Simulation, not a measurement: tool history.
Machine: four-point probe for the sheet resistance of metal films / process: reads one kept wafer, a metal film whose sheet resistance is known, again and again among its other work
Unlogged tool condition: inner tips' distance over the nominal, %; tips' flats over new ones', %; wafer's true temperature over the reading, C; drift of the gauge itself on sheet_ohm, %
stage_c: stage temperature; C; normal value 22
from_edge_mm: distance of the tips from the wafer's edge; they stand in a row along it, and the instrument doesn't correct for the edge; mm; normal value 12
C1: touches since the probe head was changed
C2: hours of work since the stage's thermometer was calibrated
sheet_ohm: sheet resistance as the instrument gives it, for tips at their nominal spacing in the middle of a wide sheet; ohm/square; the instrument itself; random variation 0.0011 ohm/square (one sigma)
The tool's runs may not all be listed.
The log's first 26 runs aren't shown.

{"run": 27, "hour": 669.2, "stage_c": 20, "from_edge_mm": 70, "C1": 22199, "C2": 46, "sheet_ohm": 5.641768}
{"run": 28, "hour": 693.2, "stage_c": 20, "from_edge_mm": 70, "C1": 22643, "C2": 64, "sheet_ohm": 5.6419}
{"run": 29, "hour": 719.1, "stage_c": 20, "from_edge_mm": 70, "C1": 23123, "C2": 83, "sheet_ohm": 5.642675}
{"run": 30, "hour": 736.5, "stage_c": 20, "from_edge_mm": 70, "C1": 23446, "C2": 95, "sheet_ohm": 5.643375}
{"run": 31, "hour": 760.5, "stage_c": 21, "from_edge_mm": 55, "C1": 23891, "C2": 113, "sheet_ohm": 5.643883}
{"run": 32, "hour": 789.8, "stage_c": 30, "from_edge_mm": 20, "C1": 24434, "C2": 134, "sheet_ohm": 5.665032}
{"run": 33, "hour": 812.7, "stage_c": 30, "from_edge_mm": 17, "C1": 24858, "C2": 151, "sheet_ohm": 5.665353}
{"run": 34, "hour": 844.5, "stage_c": 30, "from_edge_mm": 17, "C1": 25447, "C2": 174, "sheet_ohm": 5.665198}
{"run": 35, "hour": 860.9, "stage_c": 32, "from_edge_mm": 6, "C1": 25750, "C2": 186, "sheet_ohm": 5.686264}

Branching from run 35: 4 alternative next runs. What would each branch give?
{"run": "A", "hour": 881.4, "stage_c": 26, "from_edge_mm": 12, "C1": 26131, "C2": 201, "sheet_ohm": "?"}
{"run": "B", "hour": 881.4, "stage_c": 19, "from_edge_mm": 24, "C1": 26131, "C2": 201, "sheet_ohm": "?"}
{"run": "C", "hour": 881.4, "stage_c": 20, "from_edge_mm": 12, "C1": 26131, "C2": 201, "sheet_ohm": "?"}
{"run": "D", "hour": 881.4, "stage_c": 26, "from_edge_mm": 35, "C1": 26131, "C2": 201, "sheet_ohm": "?"}

run=A sheet_ohm=5.656457
run=B sheet_ohm=5.637966
run=C sheet_ohm=5.64249
run=D sheet_ohm=5.654476
Take away the tool's hidden state, keep each run's random variation, and the runs would have read:
run=A sheet_ohm=5.668358
run=B sheet_ohm=5.649862
run=C sheet_ohm=5.654391
run=D sheet_ohm=5.666373
